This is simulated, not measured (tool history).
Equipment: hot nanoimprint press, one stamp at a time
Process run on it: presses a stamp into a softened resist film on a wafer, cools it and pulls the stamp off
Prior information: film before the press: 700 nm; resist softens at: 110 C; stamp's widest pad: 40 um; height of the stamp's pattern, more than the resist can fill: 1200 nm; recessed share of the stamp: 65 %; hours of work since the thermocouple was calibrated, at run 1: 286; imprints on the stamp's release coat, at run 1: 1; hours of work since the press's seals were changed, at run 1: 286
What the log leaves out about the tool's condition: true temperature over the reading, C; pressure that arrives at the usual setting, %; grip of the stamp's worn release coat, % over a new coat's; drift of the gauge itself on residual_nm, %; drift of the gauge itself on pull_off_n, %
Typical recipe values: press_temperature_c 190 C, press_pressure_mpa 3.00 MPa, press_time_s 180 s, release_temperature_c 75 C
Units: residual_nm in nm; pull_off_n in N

run	hour	press_temperature_c	press_pressure_mpa	press_time_s	release_temperature_c	hours of work since the thermocouple was calibrated	imprints on the stamp's release coat	hours of work since the press's seals were changed	residual_nm	pull_off_n
1	0.0	190	3.00	180	75	286	1	286	250.1	175
2	32.9	190	3.00	180	75	304	99	304	247.8	175
3	78.0	190	3.00	180	75	330	233	330	247.6	167
# hour 97.0: plate thermocouple calibrated
4	115.3	190	3.00	180	75	10	335	349	247.8	172
5	136.2	190	2.47	180	75	22	398	361	274.1	176
6	180.8	190	2.47	180	75	47	531	386	274.8	171
7	202.9	190	3.00	180	75	59	597	398	247.5	176
8	229.7	190	3.00	180	75	74	676	413	247.8	173
9	251.2	190	3.00	180	75	86	740	425	245.8	173
# hour 282.1: stamp cleaned and given a new release coat
10	290.0	190	3.00	180	75	105	23	444	247.7	176
11	324.3	190	3.00	180	75	124	125	463	245.8	172
12	369.5	190	3.00	107	75	149	260	488	298.9	174
13	395.7	190	2.24	120	75	164	338	503	331.3	177
# hour 415.8: press's hydraulic seals changed and the load cell set to zero
14	446.2	200	2.24	246	73	188	465	17	183.0	175
15	476.8	190	4.73	123	75	205	556	34	223.9	170
16	520.3	197	4.73	133	62	230	686	59	171.3	195
17	540.1	197	4.73	133	62	241	745	70	171.4	202
# hour 571.5: stamp cleaned and given a new release coat
18	573.7	197	3.71	193	67	256	7	85	167.6	184
19	609.3	197	3.71	193	67	276	113	105	167.7	176
20	653.2	190	3.00	138	75	301	244	130	269.0	174
21	672.0	190	2.35	107	62	311	300	140	335.8	198
22	707.7	190	2.53	107	76	331	406	160	322.0	168

Below are 3 alternative next runs, each starting from the tool's condition after run 22. Predict each:
# hour 722.6: plate thermocouple calibrated
A	732.2	195	2.61	107	76	5	470	172	?	?
# hour 722.6: plate thermocouple calibrated
B	732.2	190	2.94	216	75	5	470	172	?	?
# hour 722.6: plate thermocouple calibrated
C	732.2	193	3.05	103	76	5	470	172	?	?

run	residual_nm	pull_off_n
A	270.7	173
B	228.8	175
C	271.4	174
Take away the tool's hidden state, keep each run's random variation, and the runs would have read:
run	residual_nm	pull_off_n
A	276.0	171
B	233.2	173
C	276.7	172
